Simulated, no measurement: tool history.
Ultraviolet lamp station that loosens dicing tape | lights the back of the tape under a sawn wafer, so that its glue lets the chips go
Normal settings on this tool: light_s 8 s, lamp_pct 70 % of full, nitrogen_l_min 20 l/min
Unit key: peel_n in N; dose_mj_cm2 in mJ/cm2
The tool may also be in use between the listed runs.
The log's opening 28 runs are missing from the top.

{"run": 29, "hour": 752.0, "light_s": 8, "lamp_pct": 96, "nitrogen_l_min": 21, "peel_n": 0.509, "dose_mj_cm2": 243}
{"run": 30, "hour": 777.5, "light_s": 4, "lamp_pct": 76, "nitrogen_l_min": 20, "peel_n": 2.885, "dose_mj_cm2": 97}
{"run": 31, "hour": 796.3, "light_s": 15, "lamp_pct": 88, "nitrogen_l_min": 11, "peel_n": 0.287, "dose_mj_cm2": 413}
{"run": 32, "hour": 815.1, "light_s": 4, "lamp_pct": 77, "nitrogen_l_min": 20, "peel_n": 2.784, "dose_mj_cm2": 94}
{"run": 33, "hour": 830.9, "light_s": 4, "lamp_pct": 77, "nitrogen_l_min": 20, "peel_n": 2.883, "dose_mj_cm2": 98}
{"run": 34, "hour": 849.4, "light_s": 4, "lamp_pct": 77, "nitrogen_l_min": 20, "peel_n": 2.892, "dose_mj_cm2": 96}
{"run": 35, "hour": 884.8, "light_s": 4, "lamp_pct": 77, "nitrogen_l_min": 20, "peel_n": 2.89, "dose_mj_cm2": 98}
{"run": 36, "hour": 916.5, "light_s": 12, "lamp_pct": 99, "nitrogen_l_min": 18, "peel_n": 0.272, "dose_mj_cm2": 372}
{"run": 37, "hour": 939.0, "light_s": 12, "lamp_pct": 99, "nitrogen_l_min": 18, "peel_n": 0.27, "dose_mj_cm2": 372}
{"run": 38, "hour": 965.5, "light_s": 11, "lamp_pct": 70, "nitrogen_l_min": 14, "peel_n": 0.641, "dose_mj_cm2": 242}
{"run": 39, "hour": 996.8, "light_s": 15, "lamp_pct": 70, "nitrogen_l_min": 33, "peel_n": 0.249, "dose_mj_cm2": 332}
{"run": 40, "hour": 1034.1, "light_s": 15, "lamp_pct": 70, "nitrogen_l_min": 33, "peel_n": 0.256, "dose_mj_cm2": 329}
{"run": 41, "hour": 1051.6, "light_s": 13, "lamp_pct": 70, "nitrogen_l_min": 20, "peel_n": 0.367, "dose_mj_cm2": 288}
{"run": 42, "hour": 1067.4, "light_s": 9, "lamp_pct": 70, "nitrogen_l_min": 28, "peel_n": 0.638, "dose_mj_cm2": 198}
{"run": 43, "hour": 1090.9, "light_s": 8, "lamp_pct": 63, "nitrogen_l_min": 20, "peel_n": 1.247, "dose_mj_cm2": 158}

What if the next run were any one of these 4? Each begins from the tool's condition after run 43:
{"run": "A", "hour": 1113.8, "light_s": 8, "lamp_pct": 63, "nitrogen_l_min": 13, "peel_n": "?", "dose_mj_cm2": "?"}
{"run": "B", "hour": 1113.8, "light_s": 9, "lamp_pct": 67, "nitrogen_l_min": 20, "peel_n": "?", "dose_mj_cm2": "?"}
{"run": "C", "hour": 1113.8, "light_s": 8, "lamp_pct": 70, "nitrogen_l_min": 18, "peel_n": "?", "dose_mj_cm2": "?"}
{"run": "D", "hour": 1113.8, "light_s": 14, "lamp_pct": 82, "nitrogen_l_min": 20, "peel_n": "?", "dose_mj_cm2": "?"}

run=A peel_n=1.716 dose_mj_cm2=157
run=B peel_n=0.861 dose_mj_cm2=190
run=C peel_n=1.106 dose_mj_cm2=178
run=D peel_n=0.265 dose_mj_cm2=360
Stripped of hidden state, with their random variation kept, the same runs would have yielded:
run=A peel_n=1.706 dose_mj_cm2=158
run=B peel_n=0.854 dose_mj_cm2=191
run=C peel_n=1.098 dose_mj_cm2=179
run=D peel_n=0.264 dose_mj_cm2=361
